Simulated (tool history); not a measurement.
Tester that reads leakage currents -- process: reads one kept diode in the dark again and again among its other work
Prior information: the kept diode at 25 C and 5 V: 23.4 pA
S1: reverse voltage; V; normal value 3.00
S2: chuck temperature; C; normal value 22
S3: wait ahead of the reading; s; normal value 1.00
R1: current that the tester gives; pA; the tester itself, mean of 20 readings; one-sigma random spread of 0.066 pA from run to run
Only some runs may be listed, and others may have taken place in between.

run 1 hour=0.0 | S1=3.00 S2=22 S3=1.00 | R1=14.98
run 2 hour=181.4 | S1=3.00 S2=29 S3=1.00 | R1=27.07
run 3 hour=379.6 | S1=3.00 S2=29 S3=1.00 | R1=26.82
run 4 hour=539.8 | S1=3.00 S2=22 S3=1.48 | R1=14.49
run 5 hour=723.0 | S1=3.00 S2=22 S3=1.48 | R1=14.47
run 6 hour=839.7 | S1=3.00 S2=22 S3=0.51 | R1=15.70
run 7 hour=962.2 | S1=3.00 S2=22 S3=0.51 | R1=15.54
run 8 hour=1087.5 | S1=3.00 S2=22 S3=5.09 | R1=13.81
run 9 hour=1182.3 | S1=3.00 S2=22 S3=5.09 | R1=13.82
run 10 hour=1323.7 | S1=3.00 S2=22 S3=5.09 | R1=11.91
run 11 hour=1505.5 | S1=3.00 S2=21 S3=1.00 | R1=11.68
run 12 hour=1647.8 | S1=3.00 S2=21 S3=1.00 | R1=11.44
run 13 hour=1857.1 | S1=3.00 S2=22 S3=1.00 | R1=12.53
run 14 hour=2029.3 | S1=3.00 S2=43 S3=1.00 | R1=81.13
run 15 hour=2209.2 | S1=3.00 S2=43 S3=1.00 | R1=80.34
run 16 hour=2389.3 | S1=3.00 S2=22 S3=1.00 | R1=12.33
run 17 hour=2583.2 | S1=3.00 S2=22 S3=3.59 | R1=11.54
run 18 hour=2675.7 | S1=3.23 S2=22 S3=3.59 | R1=12.09
run 19 hour=2764.6 | S1=3.23 S2=22 S3=3.59 | R1=12.13
run 20 hour=2911.9 | S1=3.23 S2=22 S3=0.64 | R1=13.31
run 21 hour=3006.4 | S1=3.00 S2=44 S3=1.00 | R1=84.20
run 22 hour=3154.6 | S1=3.00 S2=44 S3=1.00 | R1=83.91
run 23 hour=3305.8 | S1=3.00 S2=44 S3=1.00 | R1=83.42
run 24 hour=3483.1 | S1=3.00 S2=55 S3=2.61 | R1=241.23
run 25 hour=3661.9 | S1=3.00 S2=41 S3=1.85 | R1=75.30
run 26 hour=3774.1 | S1=3.00 S2=47 S3=1.00 | R1=125.18
run 27 hour=3952.5 | S1=3.00 S2=48 S3=0.73 | R1=134.34
run 28 hour=4109.2 | S1=3.00 S2=48 S3=0.73 | R1=134.41
run 29 hour=4250.7 | S1=3.00 S2=22 S3=3.65 | R1=13.41
run 30 hour=4459.9 | S1=3.00 S2=34 S3=1.06 | R1=39.82
run 31 hour=4624.4 | S1=14.67 S2=20 S3=1.36 | R1=31.68
run 32 hour=4775.4 | S1=4.72 S2=42 S3=3.35 | R1=100.11
run 33 hour=4981.1 | S1=6.07 S2=22 S3=0.33 | R1=25.14
run 34 hour=5135.9 | S1=6.07 S2=59 S3=1.93 | R1=456.63
run 35 hour=5309.3 | S1=4.07 S2=31 S3=1.12 | R1=35.25
run 36 hour=5514.8 | S1=15.72 S2=20 S3=2.02 | R1=32.12
run 37 hour=5604.5 | S1=15.72 S2=20 S3=2.02 | R1=32.17
run 38 hour=5825.6 | S1=15.38 S2=33 S3=3.94 | R1=87.49

Between the runs listed above, the log contained 2 entries, not reproduced here. Where in the sequence does each belong, and how does what the log doesn't record of the tool's condition differ from the listed run before to the listed run after?
From run 9 to run 10: probe card cleaned and baked (hour 1253.5)
  stray current of the dirty probe card, pA a volt: 0.619 -> 0.03; current scale over the true one, %: -1.43 -> -1.48; true chuck temperature over the reading, C: -0.94 -> -1.01
  what was measured, less what the result would be without the hidden state, R1: +0.43 -> -1.41 pA
From run 23 to run 24: chuck's temperature calibrated (hour 3458.6)
  stray current of the dirty probe card, pA a volt: 0.215 -> 0.232; current scale over the true one, %: -2.13 -> -2.18; true chuck temperature over the reading, C: -2.03 -> -0.12
  what was measured, less what the result would be without the hidden state, R1: -17.23 -> -7.03 pA

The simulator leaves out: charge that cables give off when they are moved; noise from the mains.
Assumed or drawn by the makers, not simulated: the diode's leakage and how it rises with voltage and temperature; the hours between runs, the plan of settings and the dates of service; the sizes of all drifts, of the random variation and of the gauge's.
